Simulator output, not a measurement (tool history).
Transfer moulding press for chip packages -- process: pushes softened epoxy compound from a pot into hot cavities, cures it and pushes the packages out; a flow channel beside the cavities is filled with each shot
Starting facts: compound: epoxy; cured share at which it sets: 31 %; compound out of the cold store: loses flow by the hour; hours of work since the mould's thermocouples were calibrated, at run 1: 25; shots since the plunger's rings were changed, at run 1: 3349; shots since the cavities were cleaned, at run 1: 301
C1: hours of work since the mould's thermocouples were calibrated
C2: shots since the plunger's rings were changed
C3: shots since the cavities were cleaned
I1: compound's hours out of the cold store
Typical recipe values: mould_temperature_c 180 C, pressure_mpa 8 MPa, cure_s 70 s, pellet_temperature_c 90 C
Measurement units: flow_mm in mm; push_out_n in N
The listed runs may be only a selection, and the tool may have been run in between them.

run 1 hour=0 | mould_temperature_c=180 pressure_mpa=8 cure_s=70 pellet_temperature_c=90 | C1=25 C2=3349 C3=301 | I1=17.3 | flow_mm=513 push_out_n=869
run 2 hour=26.9 | mould_temperature_c=180 pressure_mpa=8 cure_s=70 pellet_temperature_c=90 | C1=39 C2=3671 C3=623 | I1=34.3 | flow_mm=482 push_out_n=966
-- hour=62 cavities cleaned with cleaning compound and waxed
run 3 hour=75 | mould_temperature_c=180 pressure_mpa=7.4 cure_s=70 pellet_temperature_c=90 | C1=64 C2=4228 C3=155 | I1=14.2 | flow_mm=497 push_out_n=730
run 4 hour=99.9 | mould_temperature_c=175 pressure_mpa=8 cure_s=70 pellet_temperature_c=90 | C1=77 C2=4526 C3=453 | I1=27.1 | flow_mm=493 push_out_n=1320
run 5 hour=123.2 | mould_temperature_c=180 pressure_mpa=8 cure_s=70 pellet_temperature_c=90 | C1=90 C2=4805 C3=732 | I1=10.1 | flow_mm=520 push_out_n=1084
-- hour=154.6 plunger's sealing rings changed
-- hour=156.1 cavities cleaned with cleaning compound and waxed
run 6 hour=161.8 | mould_temperature_c=180 pressure_mpa=8 cure_s=70 pellet_temperature_c=90 | C1=108 C2=68 C3=68 | I1=31.4 | flow_mm=525 push_out_n=615
run 7 hour=217.3 | mould_temperature_c=180 pressure_mpa=8 cure_s=70 pellet_temperature_c=90 | C1=138 C2=732 C3=732 | I1=23.9 | flow_mm=526 push_out_n=1023
-- hour=246 cavities cleaned with cleaning compound and waxed
run 8 hour=273.5 | mould_temperature_c=180 pressure_mpa=6.53 cure_s=70 pellet_temperature_c=90 | C1=167 C2=1386 C3=329 | I1=27.1 | flow_mm=465 push_out_n=774
run 9 hour=313.1 | mould_temperature_c=180 pressure_mpa=6.53 cure_s=70 pellet_temperature_c=90 | C1=188 C2=1859 C3=802 | I1=18.7 | flow_mm=476 push_out_n=1076
-- hour=334.9 cavities cleaned with cleaning compound and waxed
run 10 hour=359.4 | mould_temperature_c=180 pressure_mpa=6.53 cure_s=70 pellet_temperature_c=90 | C1=212 C2=2396 C3=294 | I1=45.5 | flow_mm=421 push_out_n=779
run 11 hour=392.7 | mould_temperature_c=180 pressure_mpa=6.53 cure_s=70 pellet_temperature_c=90 | C1=229 C2=2793 C3=691 | I1=36.5 | flow_mm=441 push_out_n=991
-- hour=422.5 cavities cleaned with cleaning compound and waxed
run 12 hour=422.5 | mould_temperature_c=180 pressure_mpa=8.64 cure_s=70 pellet_temperature_c=90 | C1=244 C2=3131 C3=0 | I1=30 | flow_mm=517 push_out_n=544
run 13 hour=463.6 | mould_temperature_c=180 pressure_mpa=8 cure_s=70 pellet_temperature_c=90 | C1=266 C2=3623 C3=492 | I1=24.7 | flow_mm=498 push_out_n=907
-- hour=513 cavities cleaned with cleaning compound and waxed
run 14 hour=518.2 | mould_temperature_c=172 pressure_mpa=8.9 cure_s=55 pellet_temperature_c=85 | C1=295 C2=4258 C3=63 | I1=47.2 | flow_mm=490 push_out_n=1638
run 15 hour=547.7 | mould_temperature_c=180 pressure_mpa=7.92 cure_s=70 pellet_temperature_c=90 | C1=310 C2=4610 C3=415 | I1=39.6 | flow_mm=461 push_out_n=854
-- hour=595.9 plunger's sealing rings changed
run 16 hour=596.5 | mould_temperature_c=180 pressure_mpa=7.92 cure_s=70 pellet_temperature_c=90 | C1=335 C2=7 C3=969 | I1=33.8 | flow_mm=509 push_out_n=1052
-- hour=606 cavities cleaned with cleaning compound and waxed
run 17 hour=624.9 | mould_temperature_c=180 pressure_mpa=8 cure_s=70 pellet_temperature_c=90 | C1=349 C2=329 C3=226 | I1=11.7 | flow_mm=563 push_out_n=774
-- hour=637.2 mould's thermocouples calibrated
run 18 hour=656.5 | mould_temperature_c=188 pressure_mpa=7.08 cure_s=98 pellet_temperature_c=92 | C1=10 C2=683 C3=580 | I1=39 | flow_mm=452 push_out_n=611
run 19 hour=681 | mould_temperature_c=177 pressure_mpa=6.86 cure_s=100 pellet_temperature_c=94 | C1=23 C2=975 C3=872 | I1=13.6 | flow_mm=510 push_out_n=729
-- hour=695.4 cavities cleaned with cleaning compound and waxed
run 20 hour=717.5 | mould_temperature_c=180 pressure_mpa=8 cure_s=71 pellet_temperature_c=90 | C1=42 C2=1395 C3=265 | I1=24.3 | flow_mm=523 push_out_n=761
run 21 hour=764.9 | mould_temperature_c=175 pressure_mpa=6.55 cure_s=103 pellet_temperature_c=80 | C1=67 C2=1961 C3=831 | I1=45.4 | flow_mm=436 push_out_n=727
-- hour=782.9 cavities cleaned with cleaning compound and waxed
run 22 hour=791.9 | mould_temperature_c=177 pressure_mpa=8 cure_s=70 pellet_temperature_c=82 | C1=81 C2=2266 C3=107 | I1=38.4 | flow_mm=493 push_out_n=811
run 23 hour=833.3 | mould_temperature_c=180 pressure_mpa=8 cure_s=62 pellet_temperature_c=97 | C1=103 C2=2762 C3=603 | I1=47.1 | flow_mm=465 push_out_n=1180
-- hour=871.4 cavities cleaned with cleaning compound and waxed
run 24 hour=876 | mould_temperature_c=180 pressure_mpa=9.06 cure_s=83 pellet_temperature_c=90 | C1=125 C2=3253 C3=55 | I1=12 | flow_mm=554 push_out_n=466
run 25 hour=930.4 | mould_temperature_c=182 pressure_mpa=8.1 cure_s=70 pellet_temperature_c=90 | C1=154 C2=3904 C3=706 | I1=11.5 | flow_mm=522 push_out_n=923

Across each entry between runs, compare the hidden state at the last listed run before it with the hidden state at the first listed run after it:
After run 2, before run 3: cavities cleaned with cleaning compound and waxed (hour 62)
  true mould temperature over the reading, C: 0.02 -> 0.08; pressure that reaches the compound, % of what is set: 88.16 -> 86.25; grip of the stained cavities, % over clean ones': 76.3 -> 24.4
  measured value less the no-hidden-state value, flow_mm: -31 -> -39 mm; push_out_n: +417 -> +141 N
After run 5, before run 6: plunger's sealing rings changed (hour 154.6); cavities cleaned with cleaning compound and waxed (hour 156.1)
  true mould temperature over the reading, C: 0.15 -> 0.19; pressure that reaches the compound, % of what is set: 84.37 -> 99.49; grip of the stained cavities, % over clean ones': 80.9 -> 12.2
  measured value less the no-hidden-state value, flow_mm: -47 -> -1 mm; push_out_n: +476 -> +59 N
After run 7, before run 8: cavities cleaned with cleaning compound and waxed (hour 246)
  true mould temperature over the reading, C: 0.26 -> 0.33; pressure that reaches the compound, % of what is set: 97.29 -> 95.03; grip of the stained cavities, % over clean ones': 81.5 -> 47.2
  measured value less the no-hidden-state value, flow_mm: -8 -> -12 mm; push_out_n: +450 -> +239 N
After run 9, before run 10: cavities cleaned with cleaning compound and waxed (hour 334.9)
  true mould temperature over the reading, C: 0.39 -> 0.45; pressure that reaches the compound, % of what is set: 93.45 -> 91.79; grip of the stained cavities, % over clean ones': 85.5 -> 47.3
  measured value less the no-hidden-state value, flow_mm: -17 -> -19 mm; push_out_n: +481 -> +235 N
After run 11, before run 12: cavities cleaned with cleaning compound and waxed (hour 422.5)
  true mould temperature over the reading, C: 0.49 -> 0.53; pressure that reaches the compound, % of what is set: 90.47 -> 89.45; grip of the stained cavities, % over clean ones': 82.6 -> 0.5
  measured value less the no-hidden-state value, flow_mm: -23 -> -30 mm; push_out_n: +431 -> -17 N
After run 13, before run 14: cavities cleaned with cleaning compound and waxed (hour 513)
  true mould temperature over the reading, C: 0.58 -> 0.65; pressure that reaches the compound, % of what is set: 87.85 -> 85.78; grip of the stained cavities, % over clean ones': 66.4 -> 12.8
  measured value less the no-hidden-state value, flow_mm: -34 -> -40 mm; push_out_n: +343 -> +148 N
After run 15, before run 16: plunger's sealing rings changed (hour 595.9)
  true mould temperature over the reading, C: 0.69 -> 0.75; pressure that reaches the compound, % of what is set: 84.53 -> 99.45; grip of the stained cavities, % over clean ones': 57.3 -> 94.3
  measured value less the no-hidden-state value, flow_mm: -41 -> -3 mm; push_out_n: +286 -> +483 N
After run 16, before run 17: cavities cleaned with cleaning compound and waxed (hour 606)
  true mould temperature over the reading, C: 0.75 -> 0.78; pressure that reaches the compound, % of what is set: 99.45 -> 98.4; grip of the stained cavities, % over clean ones': 94.3 -> 39.8
  measured value less the no-hidden-state value, flow_mm: -3 -> -6 mm; push_out_n: +483 -> +190 N
After run 17, before run 18: mould's thermocouples calibrated (hour 637.2)
  true mould temperature over the reading, C: 0.78 -> 0.28; pressure that reaches the compound, % of what is set: 98.4 -> 97.22; grip of the stained cavities, % over clean ones': 39.8 -> 73.6
  measured value less the no-hidden-state value, flow_mm: -6 -> -7 mm; push_out_n: +190 -> +259 N
After run 19, before run 20: cavities cleaned with cleaning compound and waxed (hour 695.4)
  true mould temperature over the reading, C: 0.31 -> 0.36; pressure that reaches the compound, % of what is set: 96.21 -> 94.89; grip of the stained cavities, % over clean ones': 90.6 -> 39.9
  measured value less the no-hidden-state value, flow_mm: -11 -> -15 mm; push_out_n: +342 -> +203 N
After run 21, before run 22: cavities cleaned with cleaning compound and waxed (hour 782.9)
  true mould temperature over the reading, C: 0.42 -> 0.45; pressure that reaches the compound, % of what is set: 93 -> 92.01; grip of the stained cavities, % over clean ones': 86.8 -> 19.9
  measured value less the no-hidden-state value, flow_mm: -17 -> -22 mm; push_out_n: +330 -> +111 N
After run 23, before run 24: cavities cleaned with cleaning compound and waxed (hour 871.4)
  true mould temperature over the reading, C: 0.51 -> 0.56; pressure that reaches the compound, % of what is set: 90.15 -> 88.53; grip of the stained cavities, % over clean ones': 73.8 -> 10.8
  measured value less the no-hidden-state value, flow_mm: -25 -> -36 mm; push_out_n: +477 -> +37 N
